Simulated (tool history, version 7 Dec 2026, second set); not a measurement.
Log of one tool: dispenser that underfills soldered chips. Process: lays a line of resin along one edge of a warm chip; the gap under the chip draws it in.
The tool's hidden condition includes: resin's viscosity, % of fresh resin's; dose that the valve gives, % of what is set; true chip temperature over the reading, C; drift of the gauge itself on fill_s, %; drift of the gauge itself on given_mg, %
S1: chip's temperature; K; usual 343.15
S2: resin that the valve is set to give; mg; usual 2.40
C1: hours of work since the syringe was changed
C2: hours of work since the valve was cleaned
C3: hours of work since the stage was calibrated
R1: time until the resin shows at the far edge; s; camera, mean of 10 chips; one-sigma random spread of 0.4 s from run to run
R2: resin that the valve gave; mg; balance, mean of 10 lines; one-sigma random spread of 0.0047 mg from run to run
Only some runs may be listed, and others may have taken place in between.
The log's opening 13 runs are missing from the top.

{"run": 14, "day": 2.167, "S1": 333.15, "S2": 2.4, "C1": 10, "C2": 19, "C3": 124, "R1": 79.5, "R2": 2.374}
{"day": 2.254, "done": "new syringe of resin"}
{"run": 15, "day": 2.338, "S1": 342.15, "S2": 2.4, "C1": 1, "C2": 22, "C3": 127, "R1": 29.9, "R2": 2.367}
{"run": 16, "day": 2.458, "S1": 342.15, "S2": 2.4, "C1": 4, "C2": 24, "C3": 129, "R1": 33.7, "R2": 2.361}
{"run": 17, "day": 2.604, "S1": 342.15, "S2": 2.4, "C1": 6, "C2": 27, "C3": 131, "R1": 40.3, "R2": 2.354}
{"run": 18, "day": 2.704, "S1": 342.15, "S2": 2.4, "C1": 8, "C2": 29, "C3": 133, "R1": 44.5, "R2": 2.353}
{"run": 19, "day": 2.838, "S1": 347.15, "S2": 2.4, "C1": 10, "C2": 31, "C3": 135, "R1": 40.8, "R2": 2.352}
{"day": 2.904, "done": "new syringe of resin"}
{"run": 20, "day": 2.958, "S1": 347.15, "S2": 2.4, "C1": 1, "C2": 33, "C3": 137, "R1": 22.6, "R2": 2.34}
{"run": 21, "day": 3.133, "S1": 353.15, "S2": 2.74, "C1": 4, "C2": 36, "C3": 140, "R1": 19.6, "R2": 2.679}
{"run": 22, "day": 3.354, "S1": 332.15, "S2": 2.45, "C1": 8, "C2": 40, "C3": 144, "R1": 72.6, "R2": 2.387}
{"run": 23, "day": 3.508, "S1": 338.15, "S2": 2.34, "C1": 11, "C2": 43, "C3": 147, "R1": 63.5, "R2": 2.273}
{"day": 3.55, "done": "new syringe of resin"}
{"day": 3.621, "done": "dispensing valve cleaned and set on the balance"}
{"run": 24, "day": 3.729, "S1": 353.15, "S2": 2.17, "C1": 2, "C2": 2, "C3": 150, "R1": 18.0, "R2": 2.162}
{"run": 25, "day": 3.862, "S1": 333.15, "S2": 2.14, "C1": 5, "C2": 4, "C3": 152, "R1": 57.9, "R2": 2.126}
{"run": 26, "day": 4.0, "S1": 335.15, "S2": 2.04, "C1": 7, "C2": 7, "C3": 155, "R1": 61.1, "R2": 2.034}
{"run": 27, "day": 4.129, "S1": 335.15, "S2": 2.04, "C1": 9, "C2": 9, "C3": 157, "R1": 70.0, "R2": 2.025}
{"day": 4.238, "done": "new syringe of resin"}
{"run": 28, "day": 4.288, "S1": 328.15, "S2": 2.4, "C1": 1, "C2": 12, "C3": 160, "R1": 57.6, "R2": 2.385}
{"run": 29, "day": 4.504, "S1": 335.15, "S2": 2.77, "C1": 5, "C2": 15, "C3": 164, "R1": 49.6, "R2": 2.732}
{"run": 30, "day": 4.642, "S1": 331.15, "S2": 2.76, "C1": 7, "C2": 18, "C3": 166, "R1": 71.1, "R2": 2.728}
{"run": 31, "day": 4.767, "S1": 331.15, "S2": 2.76, "C1": 9, "C2": 20, "C3": 168, "R1": 83.5, "R2": 2.716}
{"day": 4.883, "done": "new syringe of resin"}
{"run": 32, "day": 4.904, "S1": 345.15, "S2": 2.32, "C1": 0, "C2": 22, "C3": 170, "R1": 23.3, "R2": 2.288}
{"run": 33, "day": 5.042, "S1": 337.15, "S2": 2.26, "C1": 3, "C2": 25, "C3": 173, "R1": 42.3, "R2": 2.225}
{"run": 34, "day": 5.262, "S1": 356.15, "S2": 2.01, "C1": 7, "C2": 29, "C3": 177, "R1": 21.9, "R2": 1.97}
{"run": 35, "day": 5.454, "S1": 331.15, "S2": 3.0, "C1": 10, "C2": 32, "C3": 180, "R1": 86.9, "R2": 2.938}
{"day": 5.529, "done": "new syringe of resin"}
{"run": 36, "day": 5.629, "S1": 351.15, "S2": 2.64, "C1": 2, "C2": 35, "C3": 183, "R1": 19.6, "R2": 2.59}

Each row is a separate what-if for the run after 36, all from the same tool condition, not one after another. Results?
{"run": "A", "day": 5.754, "S1": 355.15, "S2": 2.28, "C1": 4, "C2": 37, "C3": 185, "R1": "?", "R2": "?"}
{"run": "B", "day": 5.754, "S1": 330.15, "S2": 2.64, "C1": 4, "C2": 37, "C3": 185, "R1": "?", "R2": "?"}
{"run": "C", "day": 5.754, "S1": 347.15, "S2": 3.04, "C1": 4, "C2": 37, "C3": 185, "R1": "?", "R2": "?"}
{"run": "D", "day": 5.754, "S1": 355.15, "S2": 2.94, "C1": 4, "C2": 37, "C3": 185, "R1": "?", "R2": "?"}

run=A R1=18.6 R2=2.229
run=B R1=62.7 R2=2.576
run=C R1=26.2 R2=2.964
run=D R1=18.4 R2=2.867
Without the tool's unlogged condition, the same runs would have read:
run=A R1=15.2 R2=2.286
run=B R1=51.8 R2=2.642
run=C R1=21.5 R2=3.040
run=D R1=15.1 R2=2.941
